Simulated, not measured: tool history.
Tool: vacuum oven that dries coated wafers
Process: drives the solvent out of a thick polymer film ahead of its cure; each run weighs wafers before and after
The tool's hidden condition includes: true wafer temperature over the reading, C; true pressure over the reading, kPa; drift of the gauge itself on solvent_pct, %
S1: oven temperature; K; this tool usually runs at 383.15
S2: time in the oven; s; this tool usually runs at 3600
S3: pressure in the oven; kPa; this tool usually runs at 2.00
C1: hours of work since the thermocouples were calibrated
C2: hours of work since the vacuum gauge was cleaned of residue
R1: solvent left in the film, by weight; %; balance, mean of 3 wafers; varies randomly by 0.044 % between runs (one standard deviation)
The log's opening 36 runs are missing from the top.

run	hour	S1	S2	S3	C1	C2	R1
37	1610.6	384.15	4800	1.50	555	1653	2.67
38	1649.4	384.15	4800	1.50	577	1675	2.66
39	1691.4	388.15	6240	2.20	601	1698	2.17
40	1736.4	388.15	6240	2.20	626	1724	2.16
41	1783.2	394.15	5760	5.87	653	1750	3.65
42	1829.9	394.15	5760	5.87	679	1777	3.65
43	1884.8	385.15	3960	2.00	710	1808	3.33
44	1926.3	373.15	3960	2.00	733	1831	6.08
45	1975.4	373.15	3960	2.00	761	1859	6.02
46	2005.2	373.15	3960	2.00	778	1876	5.97

What if the next run were any one of these 3? Each begins from the tool's condition after run 46:
A	2049.8	373.15	3180	2.00	803	1901	?
B	2049.8	392.15	5460	2.41	803	1901	?
C	2049.8	378.15	4320	2.78	803	1901	?

run	R1
A	6.58
B	2.04
C	5.08
Take away the tool's hidden state, keep each run's random variation, and the runs would have read:
run	R1
A	6.31
B	1.67
C	4.76
